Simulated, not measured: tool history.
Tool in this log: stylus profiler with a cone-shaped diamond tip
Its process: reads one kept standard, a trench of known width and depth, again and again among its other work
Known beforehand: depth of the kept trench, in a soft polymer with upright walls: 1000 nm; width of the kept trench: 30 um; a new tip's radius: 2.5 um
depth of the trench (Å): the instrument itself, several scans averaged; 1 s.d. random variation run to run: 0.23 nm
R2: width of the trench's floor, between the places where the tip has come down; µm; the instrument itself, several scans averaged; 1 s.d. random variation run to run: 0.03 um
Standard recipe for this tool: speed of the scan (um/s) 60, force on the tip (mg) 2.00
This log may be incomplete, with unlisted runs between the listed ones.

{"run": 1, "hour": 0.0, "speed of the scan (um/s)": 60, "force on the tip (mg)": 2.0, "depth of the trench (Å)": 10148.5, "R2": 25.42}
{"run": 2, "hour": 20.2, "speed of the scan (um/s)": 60, "force on the tip (mg)": 2.0, "depth of the trench (Å)": 10151.1, "R2": 25.47}
{"run": 3, "hour": 34.4, "speed of the scan (um/s)": 60, "force on the tip (mg)": 2.0, "depth of the trench (Å)": 10155.1, "R2": 25.46}
{"run": 4, "hour": 46.2, "speed of the scan (um/s)": 60, "force on the tip (mg)": 2.0, "depth of the trench (Å)": 10150.0, "R2": 25.44}
{"run": 5, "hour": 58.7, "speed of the scan (um/s)": 100, "force on the tip (mg)": 2.0, "depth of the trench (Å)": 10154.9, "R2": 25.32}
{"run": 6, "hour": 72.4, "speed of the scan (um/s)": 19, "force on the tip (mg)": 2.0, "depth of the trench (Å)": 10151.3, "R2": 25.56}
{"run": 7, "hour": 87.1, "speed of the scan (um/s)": 19, "force on the tip (mg)": 2.0, "depth of the trench (Å)": 10154.5, "R2": 25.55}
{"run": 8, "hour": 105.8, "speed of the scan (um/s)": 19, "force on the tip (mg)": 2.0, "depth of the trench (Å)": 10153.3, "R2": 25.54}
{"run": 9, "hour": 119.5, "speed of the scan (um/s)": 19, "force on the tip (mg)": 2.0, "depth of the trench (Å)": 10154.9, "R2": 25.49}
{"run": 10, "hour": 138.6, "speed of the scan (um/s)": 19, "force on the tip (mg)": 2.0, "depth of the trench (Å)": 10154.8, "R2": 25.48}
{"run": 11, "hour": 151.4, "speed of the scan (um/s)": 177, "force on the tip (mg)": 2.0, "depth of the trench (Å)": 10151.5, "R2": 25.13}
{"run": 12, "hour": 174.5, "speed of the scan (um/s)": 177, "force on the tip (mg)": 2.0, "depth of the trench (Å)": 10154.2, "R2": 25.01}
{"run": 13, "hour": 184.2, "speed of the scan (um/s)": 37, "force on the tip (mg)": 2.0, "depth of the trench (Å)": 10154.8, "R2": 25.4}
{"run": 14, "hour": 193.9, "speed of the scan (um/s)": 15, "force on the tip (mg)": 0.76, "depth of the trench (Å)": 10085.5, "R2": 25.44}

Forecast run 15:
{"run": 15, "hour": 213.7, "speed of the scan (um/s)": 15, "force on the tip (mg)": 0.76, "depth of the trench (Å)": "?", "R2": "?"}

depth of the trench (Å): 10089.8
R2: 25.43 µm
With the hidden condition absent and the run-to-run variation left alone, this run would have shown depth of the trench (Å) 10072.4, R2 25.93 µm.
